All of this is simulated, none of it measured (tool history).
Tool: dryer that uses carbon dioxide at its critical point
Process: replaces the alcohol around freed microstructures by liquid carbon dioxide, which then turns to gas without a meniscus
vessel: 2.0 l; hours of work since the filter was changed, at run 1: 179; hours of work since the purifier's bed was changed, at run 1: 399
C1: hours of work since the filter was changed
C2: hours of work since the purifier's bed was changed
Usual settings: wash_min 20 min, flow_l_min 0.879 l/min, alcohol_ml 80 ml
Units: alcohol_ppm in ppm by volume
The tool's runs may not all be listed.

run 1 hour=0.0 | wash_min=20 flow_l_min=0.879 alcohol_ml=80 | C1=179 C2=399 | alcohol_ppm=72
run 2 hour=10.7 | wash_min=20 flow_l_min=0.879 alcohol_ml=80 | C1=188 C2=408 | alcohol_ppm=75
run 3 hour=24.4 | wash_min=20 flow_l_min=0.879 alcohol_ml=80 | C1=198 C2=418 | alcohol_ppm=79
run 4 hour=34.9 | wash_min=20 flow_l_min=0.879 alcohol_ml=80 | C1=206 C2=426 | alcohol_ppm=74
run 5 hour=44.1 | wash_min=20 flow_l_min=0.879 alcohol_ml=80 | C1=213 C2=433 | alcohol_ppm=75
run 6 hour=53.9 | wash_min=20 flow_l_min=1.454 alcohol_ml=80 | C1=221 C2=441 | alcohol_ppm=34
run 7 hour=64.6 | wash_min=20 flow_l_min=1.454 alcohol_ml=80 | C1=229 C2=449 | alcohol_ppm=24
run 8 hour=76.0 | wash_min=20 flow_l_min=0.879 alcohol_ml=80 | C1=237 C2=457 | alcohol_ppm=67
run 9 hour=90.1 | wash_min=20 flow_l_min=0.879 alcohol_ml=80 | C1=248 C2=468 | alcohol_ppm=81
-- hour=98.7 inlet filter changed
run 10 hour=98.7 | wash_min=20 flow_l_min=0.879 alcohol_ml=80 | C1=0 C2=474 | alcohol_ppm=52
run 11 hour=108.0 | wash_min=20 flow_l_min=0.879 alcohol_ml=80 | C1=7 C2=481 | alcohol_ppm=54
run 12 hour=115.5 | wash_min=20 flow_l_min=0.879 alcohol_ml=80 | C1=13 C2=487 | alcohol_ppm=58
run 13 hour=125.2 | wash_min=20 flow_l_min=0.879 alcohol_ml=112 | C1=20 C2=494 | alcohol_ppm=65
run 14 hour=132.9 | wash_min=20 flow_l_min=0.879 alcohol_ml=112 | C1=26 C2=500 | alcohol_ppm=78
run 15 hour=139.5 | wash_min=12 flow_l_min=1.290 alcohol_ml=80 | C1=31 C2=505 | alcohol_ppm=78
run 16 hour=150.8 | wash_min=16 flow_l_min=0.944 alcohol_ml=92 | C1=40 C2=514 | alcohol_ppm=115
run 17 hour=163.1 | wash_min=16 flow_l_min=0.944 alcohol_ml=92 | C1=49 C2=523 | alcohol_ppm=120
run 18 hour=173.9 | wash_min=25 flow_l_min=1.114 alcohol_ml=47 | C1=57 C2=531 | alcohol_ppm=39
run 19 hour=186.9 | wash_min=12 flow_l_min=0.650 alcohol_ml=80 | C1=67 C2=541 | alcohol_ppm=1743
run 20 hour=198.0 | wash_min=20 flow_l_min=1.345 alcohol_ml=22 | C1=76 C2=550 | alcohol_ppm=34
-- hour=203.2 purifier's bed changed
run 21 hour=212.3 | wash_min=20 flow_l_min=1.345 alcohol_ml=22 | C1=84 C2=7 | alcohol_ppm=13
run 22 hour=222.4 | wash_min=20 flow_l_min=1.345 alcohol_ml=22 | C1=92 C2=15 | alcohol_ppm=3
run 23 hour=235.1 | wash_min=20 flow_l_min=1.345 alcohol_ml=22 | C1=102 C2=24 | alcohol_ppm=3
run 24 hour=241.2 | wash_min=20 flow_l_min=1.374 alcohol_ml=98 | C1=107 C2=29 | alcohol_ppm=6

Hidden state at the last listed run before each entry between runs and at the first one after, where it differs:
Between runs 9 and 10: inlet filter changed (hour 98.7)
  flow that reaches the vessel past the clogged filter, %: 88.9 -> 99.8; alcohol in the recycled carbon dioxide, ppm: 30.5 -> 30.8
  measured less the result without the state, alcohol_ppm: +55 -> +26 ppm by volume
Between runs 20 and 21: purifier's bed changed (hour 203.2)
  flow that reaches the vessel past the clogged filter, %: 96.5 -> 96; alcohol in the recycled carbon dioxide, ppm: 34.9 -> 5.7
  measured less the result without the state, alcohol_ppm: +30 -> +0 ppm by volume

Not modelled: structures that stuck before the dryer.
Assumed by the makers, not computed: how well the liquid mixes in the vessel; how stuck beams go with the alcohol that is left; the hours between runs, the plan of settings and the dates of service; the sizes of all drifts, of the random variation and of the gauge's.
